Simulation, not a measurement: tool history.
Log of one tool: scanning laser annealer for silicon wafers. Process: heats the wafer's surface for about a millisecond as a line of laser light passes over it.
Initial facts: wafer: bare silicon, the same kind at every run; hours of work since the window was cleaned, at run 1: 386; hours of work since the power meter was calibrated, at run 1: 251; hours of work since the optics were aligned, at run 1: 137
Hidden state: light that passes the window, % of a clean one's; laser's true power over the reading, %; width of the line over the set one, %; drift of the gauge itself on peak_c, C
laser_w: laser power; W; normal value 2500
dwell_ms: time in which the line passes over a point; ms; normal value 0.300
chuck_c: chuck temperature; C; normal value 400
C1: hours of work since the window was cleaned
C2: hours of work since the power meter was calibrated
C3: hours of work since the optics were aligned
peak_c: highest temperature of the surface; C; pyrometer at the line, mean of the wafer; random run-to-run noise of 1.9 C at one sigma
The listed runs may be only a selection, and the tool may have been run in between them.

Run 1, hour 0.0: usual settings; C1 386; C2 251; C3 137. Result: peak_c 1208 C.
Run 2, hour 20.2: usual settings; C1 397; C2 263; C3 148. Result: peak_c 1208 C.
Run 3, hour 45.9: usual settings; C1 413; C2 278; C3 164. Result: peak_c 1210 C.
Run 4, hour 60.4: usual settings; C1 421; C2 286; C3 172. Result: peak_c 1208 C.
Run 5, hour 76.9: usual settings; C1 431; C2 296; C3 182. Result: peak_c 1205 C.
Run 6, hour 99.1: usual settings but dwell_ms 0.229 ms; C1 444; C2 309; C3 195. Result: peak_c 1106 C.
Run 7, hour 113.5: usual settings but laser_w 2380 W; C1 453; C2 318; C3 204. Result: peak_c 1152 C.
Run 8, hour 134.7: usual settings but laser_w 2380 W; C1 465; C2 330; C3 216. Result: peak_c 1154 C.
Run 9, hour 160.1: usual settings but laser_w 2380 W; C1 480; C2 345; C3 231. Result: peak_c 1151 C.
Run 10, hour 185.2: usual settings but dwell_ms 0.229 ms; C1 495; C2 360; C3 246. Result: peak_c 1101 C.
Run 11, hour 203.1: usual settings but laser_w 2734 W; C1 506; C2 371; C3 257. Result: peak_c 1302 C.
Run 12, hour 227.7: usual settings but laser_w 2449 W, dwell_ms 0.376 ms, chuck_c 362 C; C1 520; C2 385; C3 271. Result: peak_c 1235 C.
Run 13, hour 252.2: usual settings but laser_w 2184 W, dwell_ms 0.304 ms, chuck_c 420 C; C1 535; C2 400; C3 286. Result: peak_c 1087 C.
Run 14, hour 272.2: usual settings but laser_w 2184 W, dwell_ms 0.304 ms, chuck_c 420 C; C1 546; C2 412; C3 297. Result: peak_c 1087 C.
Run 15, hour 289.9: usual settings but laser_w 2334 W, dwell_ms 0.317 ms, chuck_c 382 C; C1 557; C2 422; C3 308. Result: peak_c 1135 C.
Run 16, hour 305.2: usual settings but laser_w 2418 W, dwell_ms 0.356 ms, chuck_c 408 C; C1 566; C2 431; C3 317. Result: peak_c 1240 C.
Run 17, hour 320.5: usual settings but laser_w 2265 W, dwell_ms 0.282 ms; C1 575; C2 440; C3 326. Result: peak_c 1081 C.
Run 18, hour 340.6: usual settings but laser_w 2250 W, dwell_ms 0.253 ms; C1 587; C2 452; C3 338. Result: peak_c 1035 C.
Run 19, hour 367.9: usual settings but laser_w 2206 W, dwell_ms 0.380 ms, chuck_c 384 C; C1 603; C2 468; C3 354. Result: peak_c 1141 C.
Run 20, hour 392.9: usual settings but laser_w 2206 W, dwell_ms 0.380 ms, chuck_c 384 C; C1 618; C2 483; C3 369. Result: peak_c 1138 C.
Run 21, hour 405.4: usual settings but laser_w 2206 W, dwell_ms 0.380 ms, chuck_c 384 C; C1 625; C2 490; C3 376. Result: peak_c 1139 C.
Run 22, hour 433.7: usual settings but laser_w 2525 W, dwell_ms 0.274 ms, chuck_c 374 C; C1 642; C2 507; C3 393. Result: peak_c 1143 C.

A few steps of peak_c between consecutive runs. Split each: what settings, incoming material and random variation would produce without the hidden state, and what is left over for the hidden state, along with gauge scatter present in only one of the two compared results (measured, and without hidden state):
Run 10 -> 11: laser_w 2500 -> 2734, dwell_ms 0.229 -> 0.300. peak_c +201 C: hidden state -8, all else +209.
Run 16 -> 17: laser_w 2418 -> 2265, dwell_ms 0.356 -> 0.282, chuck_c 408 -> 400. peak_c -159 C: hidden state +7, all else -166.
